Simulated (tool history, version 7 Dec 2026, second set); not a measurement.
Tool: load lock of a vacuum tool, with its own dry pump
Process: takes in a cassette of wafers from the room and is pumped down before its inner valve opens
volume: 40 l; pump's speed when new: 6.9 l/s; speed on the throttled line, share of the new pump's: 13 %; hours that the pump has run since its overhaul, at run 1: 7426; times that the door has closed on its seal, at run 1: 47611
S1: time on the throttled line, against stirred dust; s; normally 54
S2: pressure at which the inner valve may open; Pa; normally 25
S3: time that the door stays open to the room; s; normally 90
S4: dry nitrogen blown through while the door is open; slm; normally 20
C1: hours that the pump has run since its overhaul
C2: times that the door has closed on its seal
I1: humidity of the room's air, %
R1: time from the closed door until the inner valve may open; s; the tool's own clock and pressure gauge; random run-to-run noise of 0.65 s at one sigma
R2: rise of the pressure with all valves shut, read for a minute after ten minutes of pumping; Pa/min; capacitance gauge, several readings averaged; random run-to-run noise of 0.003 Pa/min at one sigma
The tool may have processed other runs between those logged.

run    hour  S1  S2   S3  S4    C1     C2    I1     R1     R2
  1     0.0  54  25   90  20  7426  47611  46.7  105.4  0.485
  2   199.4  54  25   90  20  7625  48521  48.2  106.3  0.511
  3   404.0  54  25   90  10  7830  49455  46.3  105.2  0.540
  4   564.9  54  25   90   4  7991  50190  46.5  105.8  0.551
  5   781.7  54  25   65  20  8208  51180  45.7  106.7  0.533
  6   930.4  54  25   65  20  8356  51858  47.5  106.1  0.569
  7  1168.9  54  25   65  20  8595  52948  44.0  106.9  0.564
  8  1280.6  54  25   65  20  8707  53457  39.6  107.4  0.558
  9  1458.4  54  25   65  20  8884  54269  47.7  108.1  0.598
 10  1634.6  29  25   90  20  9061  55073  45.3   87.4  0.624
     1747.2  -- dry pump taken out, an overhauled one fitted
 11  1874.3  54  25   90  20   127  56140  42.1   97.0  0.624
 12  1992.6  54  25   58  20   245  56680  44.7   95.7  0.629
 13  2115.6  54  43  237  20   368  57242  44.9   92.4  0.722
 14  2321.8  54  44   99  20   575  58184  45.1   93.2  0.674
 15  2431.6  65  39  102  12   684  58685  46.6  104.0  0.685

Run 16, settings as shown, results not yet in. Your forecast:
     2591.5  -- door's seal changed, seat wiped
 16  2663.8  54  40  90  20  915  330  41.5   ?   ?

R1: 94.6 s
R2: 0.051 Pa/min
If the tool had no hidden condition, the same run with the same run-to-run variation would have returned R1 93.4 s, R2 0.049 Pa/min.
